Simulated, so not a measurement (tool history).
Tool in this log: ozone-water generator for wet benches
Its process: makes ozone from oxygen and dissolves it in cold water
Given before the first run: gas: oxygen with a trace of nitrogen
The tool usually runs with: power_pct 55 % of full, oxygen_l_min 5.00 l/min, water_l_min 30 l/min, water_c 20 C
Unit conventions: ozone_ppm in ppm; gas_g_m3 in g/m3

{"run": 1, "hour": 0.0, "power_pct": 55, "oxygen_l_min": 5.0, "water_l_min": 30, "water_c": 20, "ozone_ppm": 11.2, "gas_g_m3": 153.6}
{"run": 2, "hour": 44.5, "power_pct": 82, "oxygen_l_min": 5.0, "water_l_min": 30, "water_c": 20, "ozone_ppm": 15.5, "gas_g_m3": 212.3}
{"run": 3, "hour": 108.7, "power_pct": 82, "oxygen_l_min": 5.0, "water_l_min": 30, "water_c": 20, "ozone_ppm": 15.3, "gas_g_m3": 212.0}
{"run": 4, "hour": 174.4, "power_pct": 55, "oxygen_l_min": 5.0, "water_l_min": 30, "water_c": 20, "ozone_ppm": 11.2, "gas_g_m3": 151.5}
{"run": 5, "hour": 233.2, "power_pct": 55, "oxygen_l_min": 5.0, "water_l_min": 30, "water_c": 20, "ozone_ppm": 11.1, "gas_g_m3": 153.6}
{"run": 6, "hour": 288.4, "power_pct": 55, "oxygen_l_min": 5.0, "water_l_min": 30, "water_c": 20, "ozone_ppm": 11.0, "gas_g_m3": 152.9}
{"run": 7, "hour": 331.8, "power_pct": 55, "oxygen_l_min": 5.0, "water_l_min": 30, "water_c": 20, "ozone_ppm": 11.0, "gas_g_m3": 153.3}
{"run": 8, "hour": 367.6, "power_pct": 81, "oxygen_l_min": 5.0, "water_l_min": 30, "water_c": 20, "ozone_ppm": 14.9, "gas_g_m3": 207.0}
{"run": 9, "hour": 407.7, "power_pct": 81, "oxygen_l_min": 5.0, "water_l_min": 30, "water_c": 20, "ozone_ppm": 14.7, "gas_g_m3": 205.1}
{"run": 10, "hour": 471.7, "power_pct": 81, "oxygen_l_min": 3.92, "water_l_min": 30, "water_c": 20, "ozone_ppm": 13.6, "gas_g_m3": 225.8}
{"run": 11, "hour": 555.6, "power_pct": 81, "oxygen_l_min": 3.92, "water_l_min": 30, "water_c": 20, "ozone_ppm": 13.3, "gas_g_m3": 221.7}
{"run": 12, "hour": 594.4, "power_pct": 55, "oxygen_l_min": 5.0, "water_l_min": 30, "water_c": 25, "ozone_ppm": 10.2, "gas_g_m3": 151.1}
{"hour": 622.3, "done": "contactor cleaned"}
{"run": 13, "hour": 677.7, "power_pct": 55, "oxygen_l_min": 5.0, "water_l_min": 30, "water_c": 20, "ozone_ppm": 11.2, "gas_g_m3": 150.0}
{"run": 14, "hour": 746.5, "power_pct": 55, "oxygen_l_min": 5.0, "water_l_min": 30, "water_c": 23, "ozone_ppm": 10.7, "gas_g_m3": 150.5}
{"run": 15, "hour": 802.0, "power_pct": 55, "oxygen_l_min": 5.0, "water_l_min": 30, "water_c": 23, "ozone_ppm": 10.8, "gas_g_m3": 151.6}
{"run": 16, "hour": 844.8, "power_pct": 55, "oxygen_l_min": 5.0, "water_l_min": 30, "water_c": 23, "ozone_ppm": 10.6, "gas_g_m3": 151.4}
{"run": 17, "hour": 908.5, "power_pct": 52, "oxygen_l_min": 5.41, "water_l_min": 19, "water_c": 20, "ozone_ppm": 15.6, "gas_g_m3": 140.1}
{"run": 18, "hour": 943.4, "power_pct": 56, "oxygen_l_min": 5.0, "water_l_min": 19, "water_c": 20, "ozone_ppm": 16.2, "gas_g_m3": 152.1}
{"run": 19, "hour": 1017.0, "power_pct": 70, "oxygen_l_min": 5.0, "water_l_min": 37, "water_c": 20, "ozone_ppm": 11.2, "gas_g_m3": 179.0}
{"run": 20, "hour": 1090.6, "power_pct": 70, "oxygen_l_min": 5.0, "water_l_min": 42, "water_c": 20, "ozone_ppm": 9.6, "gas_g_m3": 178.6}
{"run": 21, "hour": 1171.5, "power_pct": 70, "oxygen_l_min": 5.0, "water_l_min": 42, "water_c": 20, "ozone_ppm": 9.6, "gas_g_m3": 177.2}
{"run": 22, "hour": 1209.7, "power_pct": 55, "oxygen_l_min": 5.24, "water_l_min": 32, "water_c": 20, "ozone_ppm": 10.4, "gas_g_m3": 146.0}
{"run": 23, "hour": 1255.6, "power_pct": 61, "oxygen_l_min": 5.0, "water_l_min": 30, "water_c": 17, "ozone_ppm": 12.1, "gas_g_m3": 158.3}
{"run": 24, "hour": 1341.4, "power_pct": 88, "oxygen_l_min": 5.0, "water_l_min": 36, "water_c": 15, "ozone_ppm": 13.4, "gas_g_m3": 207.9}
{"run": 25, "hour": 1425.0, "power_pct": 88, "oxygen_l_min": 4.89, "water_l_min": 46, "water_c": 27, "ozone_ppm": 9.5, "gas_g_m3": 209.2}
{"run": 26, "hour": 1473.6, "power_pct": 55, "oxygen_l_min": 4.14, "water_l_min": 31, "water_c": 20, "ozone_ppm": 9.9, "gas_g_m3": 156.9}
{"run": 27, "hour": 1549.6, "power_pct": 57, "oxygen_l_min": 3.21, "water_l_min": 20, "water_c": 20, "ozone_ppm": 13.7, "gas_g_m3": 174.9}
{"run": 28, "hour": 1608.1, "power_pct": 57, "oxygen_l_min": 3.21, "water_l_min": 20, "water_c": 20, "ozone_ppm": 13.5, "gas_g_m3": 175.2}
{"run": 29, "hour": 1656.6, "power_pct": 57, "oxygen_l_min": 3.21, "water_l_min": 20, "water_c": 20, "ozone_ppm": 13.6, "gas_g_m3": 174.4}
{"run": 30, "hour": 1718.2, "power_pct": 45, "oxygen_l_min": 4.29, "water_l_min": 30, "water_c": 20, "ozone_ppm": 8.8, "gas_g_m3": 133.1}
{"run": 31, "hour": 1779.3, "power_pct": 45, "oxygen_l_min": 4.29, "water_l_min": 30, "water_c": 20, "ozone_ppm": 8.6, "gas_g_m3": 131.9}
{"run": 32, "hour": 1861.4, "power_pct": 45, "oxygen_l_min": 4.29, "water_l_min": 30, "water_c": 20, "ozone_ppm": 8.8, "gas_g_m3": 131.9}

5 ways to go on from here, each from the tool as it stands after run 32. What would each give?
{"run": "A", "hour": 1941.0, "power_pct": 45, "oxygen_l_min": 4.29, "water_l_min": 44, "water_c": 20, "ozone_ppm": "?", "gas_g_m3": "?"}
{"run": "B", "hour": 1941.0, "power_pct": 55, "oxygen_l_min": 6.07, "water_l_min": 23, "water_c": 23, "ozone_ppm": "?", "gas_g_m3": "?"}
{"run": "C", "hour": 1941.0, "power_pct": 52, "oxygen_l_min": 5.0, "water_l_min": 30, "water_c": 20, "ozone_ppm": "?", "gas_g_m3": "?"}
{"run": "D", "hour": 1941.0, "power_pct": 55, "oxygen_l_min": 5.0, "water_l_min": 28, "water_c": 18, "ozone_ppm": "?", "gas_g_m3": "?"}
{"run": "E", "hour": 1941.0, "power_pct": 45, "oxygen_l_min": 4.29, "water_l_min": 21, "water_c": 20, "ozone_ppm": "?", "gas_g_m3": "?"}

run=A ozone_ppm=5.9 gas_g_m3=131.6
run=B ozone_ppm=13.1 gas_g_m3=135.0
run=C ozone_ppm=10.1 gas_g_m3=139.2
run=D ozone_ppm=11.4 gas_g_m3=143.0
run=E ozone_ppm=11.7 gas_g_m3=131.8
Without the tool's unlogged condition, the same runs would have read:
run=A ozone_ppm=6.7 gas_g_m3=144.7
run=B ozone_ppm=15.2 gas_g_m3=151.8
run=C ozone_ppm=11.6 gas_g_m3=155.4
run=D ozone_ppm=13.1 gas_g_m3=160.8
run=E ozone_ppm=13.2 gas_g_m3=145.0
